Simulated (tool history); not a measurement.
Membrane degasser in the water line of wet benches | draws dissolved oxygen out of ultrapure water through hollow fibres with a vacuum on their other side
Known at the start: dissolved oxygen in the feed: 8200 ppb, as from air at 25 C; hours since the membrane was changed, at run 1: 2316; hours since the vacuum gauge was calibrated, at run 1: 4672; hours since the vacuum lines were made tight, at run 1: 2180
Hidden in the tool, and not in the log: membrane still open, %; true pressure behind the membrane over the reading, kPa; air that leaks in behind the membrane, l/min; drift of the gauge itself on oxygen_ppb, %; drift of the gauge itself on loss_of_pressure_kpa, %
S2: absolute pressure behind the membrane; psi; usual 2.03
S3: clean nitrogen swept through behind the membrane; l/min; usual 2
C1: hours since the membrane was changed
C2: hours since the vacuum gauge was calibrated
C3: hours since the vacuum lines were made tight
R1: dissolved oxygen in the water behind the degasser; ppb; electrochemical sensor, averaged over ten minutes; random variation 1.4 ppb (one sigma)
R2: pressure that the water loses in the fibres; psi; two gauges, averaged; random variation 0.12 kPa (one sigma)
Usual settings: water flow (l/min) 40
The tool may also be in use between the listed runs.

Run 1, hour 0: usual settings; C1 2316; C2 4672; C3 2180. Result: R1 526.4 ppb, R2 5.313 psi.
Run 2, hour 88.6: usual settings; C1 2404; C2 4761; C3 2269. Result: R1 526.2 ppb, R2 5.333 psi.
Run 3, hour 152.3: usual settings; C1 2468; C2 4824; C3 2333. Result: R1 527 ppb, R2 5.358 psi.
Run 4, hour 298: usual settings; C1 2614; C2 4970; C3 2478. Result: R1 526.4 ppb, R2 5.363 psi.
Run 5, hour 430.4: usual settings but S2 4.9 psi; C1 2746; C2 5103; C3 2611. Result: R1 1240.5 ppb, R2 5.381 psi.
At hour 462.5: vacuum gauge calibrated.
Run 6, hour 564.4: usual settings; C1 2880; C2 102; C3 2744. Result: R1 523.8 ppb, R2 5.319 psi.
Run 7, hour 703.3: usual settings; C1 3019; C2 241; C3 2883. Result: R1 523.5 ppb, R2 5.342 psi.
Run 8, hour 839.3: usual settings but S2 1.22 psi; C1 3155; C2 377; C3 3019. Result: R1 295.1 ppb, R2 5.336 psi.
Run 9, hour 924.3: usual settings but S2 1.22 psi; C1 3240; C2 462; C3 3104. Result: R1 294.2 ppb, R2 5.352 psi.
Run 10, hour 991.1: usual settings but water flow (l/min) 38, S2 2.7 psi, S3 3.55 l/min; C1 3306; C2 529; C3 3171. Result: R1 434 ppb, R2 5.085 psi.
Run 11, hour 1068.1: usual settings but water flow (l/min) 31; C1 3383; C2 606; C3 3248. Result: R1 406.4 ppb, R2 4.139 psi.
Run 12, hour 1155.4: usual settings but water flow (l/min) 37, S2 2.35 psi, S3 1.08 l/min; C1 3471; C2 693; C3 3335. Result: R1 897.1 ppb, R2 4.912 psi.
Run 13, hour 1241.5: usual settings but water flow (l/min) 37, S2 2.35 psi, S3 1.08 l/min; C1 3557; C2 779; C3 3421. Result: R1 892.4 ppb, R2 4.95 psi.
Run 14, hour 1366.6: usual settings but S2 4.31 psi, S3 1.77 l/min; C1 3682; C2 904; C3 3546. Result: R1 1208 ppb, R2 5.393 psi.
Run 15, hour 1458.6: usual settings but S2 1.93 psi, S3 3.03 l/min; C1 3774; C2 996; C3 3638. Result: R1 368.2 ppb, R2 5.35 psi.
Run 16, hour 1534.5: usual settings but water flow (l/min) 48, S2 1.58 psi, S3 2.79 l/min; C1 3850; C2 1072; C3 3714. Result: R1 391.3 ppb, R2 6.434 psi.
Run 17, hour 1650.1: usual settings but water flow (l/min) 48, S2 1.58 psi, S3 2.79 l/min; C1 3965; C2 1188; C3 3830. Result: R1 391.3 ppb, R2 6.448 psi.
Run 18, hour 1790.6: usual settings but S2 2.22 psi; C1 4106; C2 1328; C3 3970. Result: R1 578.6 ppb, R2 5.378 psi.

Hidden state or all else? Some run-to-run changes of R1, split into what the settings, what came in and random variation would give without the hidden state, and what is left for the hidden state (with any gauge scatter that isn't in both results):
Run 5 -> 6: S2 4.9 -> 2.03, vacuum gauge calibrated. R1 -716.7 ppb: hidden state -4.6, all else -712.1.
Run 14 -> 15: S2 4.31 -> 1.93, S3 1.77 -> 3.03. R1 -839.8 ppb: hidden state -2.4, all else -837.4.

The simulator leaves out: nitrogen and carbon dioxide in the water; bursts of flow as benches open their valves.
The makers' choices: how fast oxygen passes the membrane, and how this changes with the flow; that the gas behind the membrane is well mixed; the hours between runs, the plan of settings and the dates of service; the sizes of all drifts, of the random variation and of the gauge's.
